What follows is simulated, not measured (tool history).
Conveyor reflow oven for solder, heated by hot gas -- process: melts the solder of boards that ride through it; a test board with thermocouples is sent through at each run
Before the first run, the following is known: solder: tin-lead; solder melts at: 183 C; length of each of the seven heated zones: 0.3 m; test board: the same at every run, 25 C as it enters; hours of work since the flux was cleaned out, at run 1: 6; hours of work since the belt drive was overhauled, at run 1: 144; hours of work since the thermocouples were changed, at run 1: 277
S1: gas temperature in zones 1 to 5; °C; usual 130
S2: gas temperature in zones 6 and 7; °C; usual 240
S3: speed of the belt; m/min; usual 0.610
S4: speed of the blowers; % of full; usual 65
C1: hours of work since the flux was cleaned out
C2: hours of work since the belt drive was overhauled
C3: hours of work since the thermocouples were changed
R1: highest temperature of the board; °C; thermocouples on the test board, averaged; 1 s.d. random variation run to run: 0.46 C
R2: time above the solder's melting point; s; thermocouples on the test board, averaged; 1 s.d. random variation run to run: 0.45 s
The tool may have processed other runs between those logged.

{"run": 1, "day": 0.0, "S1": 130, "S2": 240, "S3": 0.61, "S4": 65, "C1": 6, "C2": 144, "C3": 277, "R1": 220.0, "R2": 44.7}
{"run": 2, "day": 0.512, "S1": 130, "S2": 240, "S3": 0.61, "S4": 65, "C1": 15, "C2": 152, "C3": 286, "R1": 221.2, "R2": 44.3}
{"run": 3, "day": 1.062, "S1": 130, "S2": 240, "S3": 0.61, "S4": 65, "C1": 23, "C2": 160, "C3": 294, "R1": 221.7, "R2": 44.6}
{"run": 4, "day": 1.662, "S1": 130, "S2": 240, "S3": 0.61, "S4": 65, "C1": 33, "C2": 170, "C3": 304, "R1": 220.3, "R2": 44.8}
{"run": 5, "day": 2.046, "S1": 130, "S2": 240, "S3": 0.61, "S4": 65, "C1": 39, "C2": 176, "C3": 310, "R1": 221.5, "R2": 44.4}
{"run": 6, "day": 2.392, "S1": 130, "S2": 240, "S3": 0.518, "S4": 65, "C1": 45, "C2": 182, "C3": 316, "R1": 226.8, "R2": 56.9}
{"run": 7, "day": 2.929, "S1": 130, "S2": 240, "S3": 0.617, "S4": 65, "C1": 53, "C2": 190, "C3": 324, "R1": 221.1, "R2": 43.1}
{"run": 8, "day": 3.321, "S1": 143, "S2": 240, "S3": 0.593, "S4": 60, "C1": 59, "C2": 196, "C3": 330, "R1": 222.4, "R2": 50.4}
{"run": 9, "day": 3.812, "S1": 143, "S2": 240, "S3": 0.593, "S4": 60, "C1": 67, "C2": 204, "C3": 338, "R1": 222.2, "R2": 50.1}
{"run": 10, "day": 4.433, "S1": 130, "S2": 245, "S3": 0.606, "S4": 65, "C1": 77, "C2": 214, "C3": 348, "R1": 225.3, "R2": 47.1}
{"run": 11, "day": 4.908, "S1": 137, "S2": 240, "S3": 0.607, "S4": 71, "C1": 85, "C2": 222, "C3": 356, "R1": 223.1, "R2": 47.6}
{"run": 12, "day": 5.592, "S1": 137, "S2": 240, "S3": 0.607, "S4": 71, "C1": 96, "C2": 233, "C3": 367, "R1": 223.4, "R2": 47.4}
{"run": 13, "day": 6.021, "S1": 137, "S2": 250, "S3": 0.607, "S4": 60, "C1": 102, "C2": 239, "C3": 373, "R1": 229.5, "R2": 50.8}

Below are 4 alternative next runs, each starting from the tool's condition after run 13. Predict each:
{"run": "A", "day": 6.754, "S1": 136, "S2": 240, "S3": 0.692, "S4": 82, "C1": 114, "C2": 251, "C3": 385, "R1": "?", "R2": "?"}
{"run": "B", "day": 6.754, "S1": 127, "S2": 248, "S3": 0.61, "S4": 76, "C1": 114, "C2": 251, "C3": 385, "R1": "?", "R2": "?"}
{"run": "C", "day": 6.754, "S1": 130, "S2": 240, "S3": 0.634, "S4": 65, "C1": 114, "C2": 251, "C3": 385, "R1": "?", "R2": "?"}
{"run": "D", "day": 6.754, "S1": 142, "S2": 240, "S3": 0.61, "S4": 80, "C1": 114, "C2": 251, "C3": 385, "R1": "?", "R2": "?"}

run=A R1=222.1 R2=41.2
run=B R1=230.6 R2=48.6
run=C R1=219.0 R2=41.0
run=D R1=226.0 R2=50.4
Stripped of hidden state, with their random variation kept, the same runs would have yielded:
run=A R1=224.0 R2=42.0
run=B R1=232.5 R2=49.3
run=C R1=220.8 R2=42.0
run=D R1=227.8 R2=51.1

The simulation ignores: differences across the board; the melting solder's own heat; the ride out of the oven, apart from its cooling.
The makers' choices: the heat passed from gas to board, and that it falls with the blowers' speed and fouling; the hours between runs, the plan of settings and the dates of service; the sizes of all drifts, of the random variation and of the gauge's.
